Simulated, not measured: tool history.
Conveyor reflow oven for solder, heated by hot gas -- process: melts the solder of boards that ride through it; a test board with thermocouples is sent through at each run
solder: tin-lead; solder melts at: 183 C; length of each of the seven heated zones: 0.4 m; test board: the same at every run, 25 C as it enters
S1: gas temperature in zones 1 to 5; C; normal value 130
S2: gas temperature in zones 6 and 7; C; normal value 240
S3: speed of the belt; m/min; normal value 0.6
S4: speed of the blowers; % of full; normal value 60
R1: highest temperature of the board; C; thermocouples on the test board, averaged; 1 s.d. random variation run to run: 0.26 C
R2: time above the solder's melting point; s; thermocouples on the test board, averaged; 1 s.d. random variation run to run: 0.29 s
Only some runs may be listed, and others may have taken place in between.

run	hour	S1	S2	S3	S4	R1	R2
1	0	130	240	0.6	60	211.1	48.7
2	4.8	130	240	0.6	60	210.7	48.9
3	14.1	130	239	0.6	60	209.3	48.3
4	22.6	130	239	0.6	60	209.7	47.7
5	27.4	130	239	0.6	60	209.5	48
6	32.3	130	239	0.6	77	217.3	56.9
7	42.8	126	240	0.6	60	209.5	46.5
8	49.9	126	240	0.6	60	209.3	46.1
9	56.1	126	240	0.6	60	209.2	46.3
10	65.7	130	240	0.6	81	219.1	58
11	76	130	235	0.6	60	205.9	43.7
12	86.3	130	235	0.6	60	206.1	44.1
13	95.8	130	235	0.6	60	205.5	43.6
14	104.7	130	235	0.6	60	205.7	44.2
15	112.7	130	236	0.6	60	206	44.5
16	118.1	144	241	0.697	63	209.4	44.6
17	128.3	144	241	0.697	63	209.1	44.8
18	137.7	140	241	0.698	63	207.4	41.8
19	145.1	142	253	0.505	83	238.1	88.6
20	155.5	133	231	0.595	87	213.4	55.2
21	163.3	133	231	0.595	87	213.4	55
22	172.9	130	231	0.6	81	210.8	51
23	182.3	130	231	0.6	81	210.8	50.9
# hour 194.6: flux residue cleaned out of gas plates and filters
24	197.7	130	231	0.6	81	211.7	51.7
25	205	130	254	0.599	60	221	59.2
26	211.7	130	254	0.599	60	220.9	59
27	219.1	125	229	0.629	68	201.7	35.9
28	229.1	131	252	0.607	77	227.2	64.1

4 ways to go on from here, each from the tool as it stands after run 28. What would each give?
A	236.1	130	240	0.5	60	?	?
B	236.1	140	245	0.6	59	?	?
C	236.1	142	254	0.622	60	?	?
D	236.1	131	242	0.506	60	?	?

run	R1	R2
A	217.1	68.4
B	216.3	57.5
C	222.2	61.6
D	219.1	68.8
Without the tool's unlogged condition, the same runs would have read:
run	R1	R2
A	217.5	68
B	216.6	57.2
C	222.5	61.2
D	219.4	68.5

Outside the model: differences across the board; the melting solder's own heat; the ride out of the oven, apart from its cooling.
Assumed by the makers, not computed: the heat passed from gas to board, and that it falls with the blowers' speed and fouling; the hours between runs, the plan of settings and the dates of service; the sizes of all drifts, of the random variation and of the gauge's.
